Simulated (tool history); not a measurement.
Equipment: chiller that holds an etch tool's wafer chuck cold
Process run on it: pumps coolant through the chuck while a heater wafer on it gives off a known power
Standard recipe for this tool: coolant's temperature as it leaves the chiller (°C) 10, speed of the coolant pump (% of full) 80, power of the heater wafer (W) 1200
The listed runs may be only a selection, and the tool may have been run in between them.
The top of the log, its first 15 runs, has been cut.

run,hour,coolant's temperature as it leaves the chiller (°C),speed of the coolant pump (% of full),power of the heater wafer (W),hours since the coolant was changed and the channels were flushed,hours since the pump was overhauled,hours since the chiller's thermometer was calibrated,chuck's temperature once it has settled (°C),how much warmer the coolant comes back (C)
16,472.7,10,80,1762,4227,1314,1006,30.9,6.06
17,498.7,5,80,942,4253,1340,1032,16.1,3.21
18,522.6,5,97,722,4277,1364,1056,12.5,2.01
19,566.4,3,95,1538,4321,1408,1099,19.4,4.52
20,593.6,15,76,1121,4348,1435,1127,28.6,4.02
21,637.7,12,77,1212,4392,1479,1171,26.6,4.30
22,671.6,12,77,1212,4426,1513,1205,26.6,4.37
23,697.8,12,77,1212,4452,1539,1231,26.7,4.35
24,737.6,16,96,884,4492,1579,1271,25.4,2.65
25,781.3,18,77,911,4536,1623,1314,29.0,3.22
26,819.0,17,66,827,4573,1660,1352,28.1,3.44
27,850.0,17,96,827,4604,1691,1383,25.7,2.40
28,892.3,17,97,1739,4647,1734,1425,35.4,4.99
29,936.6,17,97,1739,4691,1778,1470,35.3,4.97
30,958.4,12,68,1132,4713,1800,1491,26.7,4.55

The next listed run, before its measurement:
31,993.7,12,68,1132,4748,1835,1527,?,?

Run 31 produced chuck's temperature once it has settled (°C) 26.8, how much warmer the coolant comes back (C) 4.59.
Minus the tool's unlogged condition, the same run would have read chuck's temperature once it has settled (°C) 26.8, how much warmer the coolant comes back (C) 4.59.
